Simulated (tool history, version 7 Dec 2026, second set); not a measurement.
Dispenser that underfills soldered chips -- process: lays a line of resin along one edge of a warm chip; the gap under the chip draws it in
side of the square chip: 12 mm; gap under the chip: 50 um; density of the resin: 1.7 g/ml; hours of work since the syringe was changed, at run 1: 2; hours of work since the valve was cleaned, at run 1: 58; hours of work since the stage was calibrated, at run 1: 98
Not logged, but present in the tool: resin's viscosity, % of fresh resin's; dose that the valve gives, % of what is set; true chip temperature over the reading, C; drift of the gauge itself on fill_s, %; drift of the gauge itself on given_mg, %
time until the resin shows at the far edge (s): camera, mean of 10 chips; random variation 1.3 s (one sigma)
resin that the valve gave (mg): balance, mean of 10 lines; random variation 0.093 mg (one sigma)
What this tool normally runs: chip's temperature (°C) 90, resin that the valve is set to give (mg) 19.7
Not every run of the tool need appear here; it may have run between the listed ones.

run	hour	chip's temperature (°C)	resin that the valve is set to give (mg)	hours of work since the syringe was changed	hours of work since the valve was cleaned	hours of work since the stage was calibrated	time until the resin shows at the far edge (s)	resin that the valve gave (mg)
1	0.0	90	19.7	2	58	98	143.8	18.82
2	6.4	79	19.7	6	63	102	345.3	18.59
# hour 10.4: new syringe of resin
3	11.9	79	19.7	1	67	106	226.3	18.46
4	16.5	79	19.7	4	70	109	297.2	18.50
5	22.4	90	19.7	9	74	114	260.9	18.60
# hour 23.2: new syringe of resin
6	29.2	98	19.7	4	79	118	126.1	18.49
7	32.2	90	17.1	7	81	120	225.6	15.94
8	35.2	90	17.1	9	83	122	272.0	15.89
# hour 36.1: new syringe of resin
9	39.8	90	17.1	3	86	126	160.1	15.91
10	44.6	90	21.0	6	90	129	207.4	19.53
# hour 48.8: new syringe of resin
11	50.0	90	22.2	1	93	133	127.5	20.43
12	53.1	103	22.2	3	96	135	88.5	20.54
13	57.4	103	22.2	6	99	138	116.5	20.45
# hour 61.3: new syringe of resin
14	62.5	100	24.2	1	102	141	83.7	22.17
15	66.8	100	24.2	4	105	145	107.3	22.09
16	69.5	100	24.2	6	107	147	128.6	22.06
# hour 73.9: new syringe of resin
17	73.9	95	21.9	0	110	149	96.8	19.93
18	77.3	75	18.7	2	113	152	307.4	17.02
19	80.2	90	22.9	5	115	154	181.4	20.72

Expected results for the next run?
# hour 83.0: dispensing valve cleaned and set on the balance
20	87.0	83	20.4	9	3	158	?	?

Run 20 produced time until the resin shows at the far edge (s) 355.0, resin that the valve gave (mg) 20.35.
Take away the tool's hidden state, keep the run-to-run variation as it was, and the same run would have given time until the resin shows at the far edge (s) 172.6, resin that the valve gave (mg) 20.39.

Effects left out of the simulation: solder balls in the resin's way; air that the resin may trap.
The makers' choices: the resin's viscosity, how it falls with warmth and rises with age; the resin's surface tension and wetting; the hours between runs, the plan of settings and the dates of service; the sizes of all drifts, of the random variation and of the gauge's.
